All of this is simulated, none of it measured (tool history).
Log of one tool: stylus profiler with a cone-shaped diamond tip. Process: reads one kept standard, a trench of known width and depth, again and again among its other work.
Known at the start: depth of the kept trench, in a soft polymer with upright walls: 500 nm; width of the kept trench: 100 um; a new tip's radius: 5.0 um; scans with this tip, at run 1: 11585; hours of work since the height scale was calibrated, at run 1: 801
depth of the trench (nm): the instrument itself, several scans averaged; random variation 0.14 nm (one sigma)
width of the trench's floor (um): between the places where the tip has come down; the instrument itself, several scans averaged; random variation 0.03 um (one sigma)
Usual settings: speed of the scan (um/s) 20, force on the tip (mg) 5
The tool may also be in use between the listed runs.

run,hour,speed of the scan (um/s),force on the tip (mg),scans with this tip,hours of work since the height scale was calibrated,depth of the trench (nm),width of the trench's floor (um)
1,0,20,5,11585,801,511.16,93.96
2,66.7,20,5,12168,841,511.61,93.94
3,116.3,20,5,12602,871,511.68,93.82
4,174.5,20,4.15,13111,906,510.46,93.75
# hour 217.4: height scale calibrated on a step standard
5,237,20,4.15,13653,12,509.12,93.71
6,270.2,20,4.15,13944,32,508.94,93.69
7,331.8,20,4.15,14483,69,509.01,93.63
8,384.4,20,4.15,14942,101,509.24,93.66
9,432.2,20,5,15361,130,510.22,93.6
10,471.5,20,9.03,15705,154,515.28,93.56
11,542.9,68,3,16329,197,507.52,93.21
12,602.1,58,5,16847,233,510.46,93.32
13,634.6,47,5,17131,252,510.54,93.27
14,686.5,47,5,17585,284,510.41,93.25
15,734.8,47,5,18007,313,510.75,93.19
16,783,18,1.71,18429,342,505.46,93.23
# hour 823.2: new tip fitted, height scale calibrated
17,836.1,18,1.71,112,8,504.93,95.51
18,878.4,6,5.76,483,33,511.03,95.51

Forecast run 19:
19,928.5,42,2.3,921,64,?,?

{"run 19": {"depth of the trench (nm)": 506.05, "width of the trench's floor (um)": 95.16}}
Without the tool's hidden state the same run would have given depth of the trench (nm) 506.03, width of the trench's floor (um) 95.31.
